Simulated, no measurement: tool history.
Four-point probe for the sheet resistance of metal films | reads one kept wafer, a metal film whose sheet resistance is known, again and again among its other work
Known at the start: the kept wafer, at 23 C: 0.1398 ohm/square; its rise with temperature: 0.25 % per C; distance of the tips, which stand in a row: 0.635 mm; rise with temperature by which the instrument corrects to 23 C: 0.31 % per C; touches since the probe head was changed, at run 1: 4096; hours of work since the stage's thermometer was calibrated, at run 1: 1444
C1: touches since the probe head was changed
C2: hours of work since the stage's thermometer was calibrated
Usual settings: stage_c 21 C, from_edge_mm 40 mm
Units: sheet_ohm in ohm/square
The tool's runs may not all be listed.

{"run": 1, "hour": 0.0, "stage_c": 21, "from_edge_mm": 40, "C1": 4096, "C2": 1444, "sheet_ohm": 0.139602}
{"run": 2, "hour": 37.7, "stage_c": 21, "from_edge_mm": 40, "C1": 4734, "C2": 1473, "sheet_ohm": 0.139591}
{"run": 3, "hour": 68.2, "stage_c": 21, "from_edge_mm": 40, "C1": 5249, "C2": 1497, "sheet_ohm": 0.139611}
{"run": 4, "hour": 112.6, "stage_c": 21, "from_edge_mm": 40, "C1": 5999, "C2": 1532, "sheet_ohm": 0.139631}
{"run": 5, "hour": 147.4, "stage_c": 21, "from_edge_mm": 40, "C1": 6588, "C2": 1559, "sheet_ohm": 0.139709}
{"run": 6, "hour": 183.3, "stage_c": 21, "from_edge_mm": 40, "C1": 7196, "C2": 1587, "sheet_ohm": 0.139652}
{"run": 7, "hour": 206.3, "stage_c": 19, "from_edge_mm": 40, "C1": 7584, "C2": 1605, "sheet_ohm": 0.139794}
{"run": 8, "hour": 250.4, "stage_c": 35, "from_edge_mm": 40, "C1": 8330, "C2": 1639, "sheet_ohm": 0.138558}
{"run": 9, "hour": 275.6, "stage_c": 35, "from_edge_mm": 40, "C1": 8756, "C2": 1659, "sheet_ohm": 0.138546}
{"run": 10, "hour": 305.8, "stage_c": 35, "from_edge_mm": 40, "C1": 9267, "C2": 1682, "sheet_ohm": 0.138553}
{"run": 11, "hour": 340.0, "stage_c": 21, "from_edge_mm": 24, "C1": 9845, "C2": 1709, "sheet_ohm": 0.139652}
{"run": 12, "hour": 384.6, "stage_c": 35, "from_edge_mm": 40, "C1": 10600, "C2": 1744, "sheet_ohm": 0.138516}
{"run": 13, "hour": 421.1, "stage_c": 35, "from_edge_mm": 40, "C1": 11216, "C2": 1772, "sheet_ohm": 0.138511}
{"hour": 425.7, "done": "stage's thermometer calibrated"}
{"run": 14, "hour": 450.2, "stage_c": 35, "from_edge_mm": 40, "C1": 11700, "C2": 19, "sheet_ohm": 0.13847}
{"run": 15, "hour": 497.0, "stage_c": 35, "from_edge_mm": 40, "C1": 12492, "C2": 56, "sheet_ohm": 0.138445}
{"run": 16, "hour": 534.5, "stage_c": 24, "from_edge_mm": 40, "C1": 13126, "C2": 85, "sheet_ohm": 0.139364}
{"hour": 554.1, "done": "stage's thermometer calibrated, once more"}
{"run": 17, "hour": 578.1, "stage_c": 21, "from_edge_mm": 40, "C1": 13855, "C2": 19, "sheet_ohm": 0.139813}
{"run": 18, "hour": 604.1, "stage_c": 21, "from_edge_mm": 40, "C1": 14295, "C2": 39, "sheet_ohm": 0.13981}
{"run": 19, "hour": 624.7, "stage_c": 20, "from_edge_mm": 26, "C1": 14644, "C2": 55, "sheet_ohm": 0.140016}
{"run": 20, "hour": 667.5, "stage_c": 33, "from_edge_mm": 5, "C1": 15368, "C2": 89, "sheet_ohm": 0.140068}
{"run": 21, "hour": 710.6, "stage_c": 30, "from_edge_mm": 40, "C1": 16095, "C2": 122, "sheet_ohm": 0.139113}
{"run": 22, "hour": 751.6, "stage_c": 24, "from_edge_mm": 54, "C1": 16788, "C2": 154, "sheet_ohm": 0.139631}
{"run": 23, "hour": 789.0, "stage_c": 22, "from_edge_mm": 49, "C1": 17421, "C2": 183, "sheet_ohm": 0.139804}
{"run": 24, "hour": 825.7, "stage_c": 22, "from_edge_mm": 49, "C1": 18043, "C2": 212, "sheet_ohm": 0.13977}
{"run": 25, "hour": 872.2, "stage_c": 22, "from_edge_mm": 49, "C1": 18828, "C2": 248, "sheet_ohm": 0.139795}
{"run": 26, "hour": 901.8, "stage_c": 30, "from_edge_mm": 25, "C1": 19330, "C2": 271, "sheet_ohm": 0.139172}
{"run": 27, "hour": 944.0, "stage_c": 25, "from_edge_mm": 5, "C1": 20043, "C2": 304, "sheet_ohm": 0.140718}
{"run": 28, "hour": 985.1, "stage_c": 25, "from_edge_mm": 5, "C1": 20738, "C2": 336, "sheet_ohm": 0.140711}
{"run": 29, "hour": 1017.9, "stage_c": 18, "from_edge_mm": 12, "C1": 21293, "C2": 362, "sheet_ohm": 0.140346}
{"run": 30, "hour": 1052.6, "stage_c": 18, "from_edge_mm": 12, "C1": 21879, "C2": 389, "sheet_ohm": 0.140295}
{"run": 31, "hour": 1083.5, "stage_c": 18, "from_edge_mm": 12, "C1": 22403, "C2": 413, "sheet_ohm": 0.140327}
{"run": 32, "hour": 1121.2, "stage_c": 18, "from_edge_mm": 12, "C1": 23040, "C2": 442, "sheet_ohm": 0.140336}
{"run": 33, "hour": 1157.6, "stage_c": 27, "from_edge_mm": 40, "C1": 23655, "C2": 471, "sheet_ohm": 0.139382}
{"run": 34, "hour": 1188.5, "stage_c": 27, "from_edge_mm": 40, "C1": 24177, "C2": 495, "sheet_ohm": 0.139342}
{"run": 35, "hour": 1211.8, "stage_c": 25, "from_edge_mm": 8, "C1": 24572, "C2": 513, "sheet_ohm": 0.14002}

Measured less the same run without the tool's hidden state. The same run-to-run variation is in both; the gauge's scatter may not be:
The hidden state here: inner tips' distance over the nominal, %; tips' flats over new ones', %; wafer's true temperature over the reading, C; drift of the gauge itself on sheet_ohm, %.
run=1 sheet_ohm=-0.000361
run=2 sheet_ohm=-0.000358
run=3 sheet_ohm=-0.000356
run=4 sheet_ohm=-0.000353
run=5 sheet_ohm=-0.000350
run=6 sheet_ohm=-0.000348
run=7 sheet_ohm=-0.000348
run=8 sheet_ohm=-0.000335
run=9 sheet_ohm=-0.000333
run=10 sheet_ohm=-0.000331
run=11 sheet_ohm=-0.000337
run=12 sheet_ohm=-0.000325
run=13 sheet_ohm=-0.000323
run=14 sheet_ohm=-0.000374
run=15 sheet_ohm=-0.000371
run=16 sheet_ohm=-0.000376
run=17 sheet_ohm=-0.000154
run=18 sheet_ohm=-0.000152
run=19 sheet_ohm=-0.000151
run=20 sheet_ohm=-0.000147
run=21 sheet_ohm=-0.000143
run=22 sheet_ohm=-0.000141
run=23 sheet_ohm=-0.000139
run=24 sheet_ohm=-0.000135
run=25 sheet_ohm=-0.000133
run=26 sheet_ohm=-0.000128
run=27 sheet_ohm=-0.000127
run=28 sheet_ohm=-0.000124
run=29 sheet_ohm=-0.000122
run=30 sheet_ohm=-0.000119
run=31 sheet_ohm=-0.000116
run=32 sheet_ohm=-0.000114
run=33 sheet_ohm=-0.000110
run=34 sheet_ohm=-0.000107
run=35 sheet_ohm=-0.000107
